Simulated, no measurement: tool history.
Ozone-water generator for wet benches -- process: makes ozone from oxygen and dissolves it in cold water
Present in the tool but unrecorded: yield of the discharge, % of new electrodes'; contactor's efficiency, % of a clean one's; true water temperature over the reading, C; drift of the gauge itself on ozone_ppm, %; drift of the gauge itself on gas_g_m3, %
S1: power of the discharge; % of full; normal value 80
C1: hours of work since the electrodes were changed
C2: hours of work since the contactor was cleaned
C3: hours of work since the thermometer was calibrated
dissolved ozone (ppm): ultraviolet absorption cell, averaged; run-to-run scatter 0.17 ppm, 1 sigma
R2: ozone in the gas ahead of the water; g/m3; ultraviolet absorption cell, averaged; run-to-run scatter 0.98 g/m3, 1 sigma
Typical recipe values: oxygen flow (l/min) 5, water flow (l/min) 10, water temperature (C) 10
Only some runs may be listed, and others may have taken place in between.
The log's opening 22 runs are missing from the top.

Run 23, hour 2116.7: usual settings but water flow (l/min) 7, water temperature (C) 6; C1 1855; C2 6869; C3 2962. Result: dissolved ozone (ppm) 28, R2 161.9 g/m3.
Run 24, hour 2200.4: usual settings but water flow (l/min) 6; C1 1908; C2 6922; C3 3016. Result: dissolved ozone (ppm) 28.7, R2 161 g/m3.
At hour 2208.6: water thermometer calibrated.
Run 25, hour 2302.3: usual settings but water flow (l/min) 16, water temperature (C) 8; C1 1972; C2 6987; C3 59. Result: dissolved ozone (ppm) 14, R2 160.1 g/m3.
Run 26, hour 2412.2: usual settings but S1 41 % of full, water flow (l/min) 12; C1 2042; C2 7056; C3 129. Result: dissolved ozone (ppm) 10.1, R2 94 g/m3.
Run 27, hour 2508.7: usual settings but S1 69 % of full, oxygen flow (l/min) 2.94; C1 2103; C2 7117; C3 190. Result: dissolved ozone (ppm) 16.6, R2 175.5 g/m3.
Run 28, hour 2579.6: usual settings but S1 69 % of full, oxygen flow (l/min) 2.94, water flow (l/min) 12, water temperature (C) 8; C1 2148; C2 7162; C3 235. Result: dissolved ozone (ppm) 14.1, R2 178.1 g/m3.
Run 29, hour 2664.4: usual settings but oxygen flow (l/min) 6.76, water flow (l/min) 7; C1 2202; C2 7216; C3 289. Result: dissolved ozone (ppm) 25.4, R2 143.7 g/m3.
Run 30, hour 2758.5: usual settings but oxygen flow (l/min) 3.19, water flow (l/min) 14; C1 2261; C2 7276; C3 349. Result: dissolved ozone (ppm) 13.6, R2 190.3 g/m3.
Run 31, hour 2875.5: usual settings but oxygen flow (l/min) 3.19, water flow (l/min) 14; C1 2336; C2 7350; C3 423. Result: dissolved ozone (ppm) 13.7, R2 191.5 g/m3.
Run 32, hour 2971.1: usual settings but S1 62 % of full, water flow (l/min) 11; C1 2396; C2 7411; C3 484. Result: dissolved ozone (ppm) 15, R2 130.2 g/m3.
Run 33, hour 3053.4: usual settings but S1 52 % of full, oxygen flow (l/min) 6.81, water flow (l/min) 8, water temperature (C) 14; C1 2448; C2 7463; C3 536. Result: dissolved ozone (ppm) 14.8, R2 101.5 g/m3.
Run 34, hour 3133.6: usual settings but S1 52 % of full, oxygen flow (l/min) 6.81, water flow (l/min) 8, water temperature (C) 14; C1 2499; C2 7514; C3 587. Result: dissolved ozone (ppm) 14.8, R2 99.2 g/m3.

Below are 3 alternative next runs, each starting from the tool's condition after run 34. Predict each:
Run A, hour 3197.3: usual settings but S1 65 % of full, oxygen flow (l/min) 3.29, water temperature (C) 5; C1 2540; C2 7554; C3 627. Result: dissolved ozone (ppm) ?, R2 ?.
Run B, hour 3197.3: usual settings but S1 43 % of full; C1 2540; C2 7554; C3 627. Result: dissolved ozone (ppm) ?, R2 ?.
Run C, hour 3197.3: usual settings but S1 53 % of full, oxygen flow (l/min) 6.81, water flow (l/min) 7, water temperature (C) 8; C1 2540; C2 7554; C3 627. Result: dissolved ozone (ppm) ?, R2 ?.

run  dissolved ozone (ppm)     R2
  A                   17.3  160.4
  B                   12.2     98
  C                   18.7    101
Had the tool no hidden state, the same runs would have come out as:
run  dissolved ozone (ppm)     R2
  A                   19.4  169.6
  B                   13.4  101.6
  C                   20.7  105.8
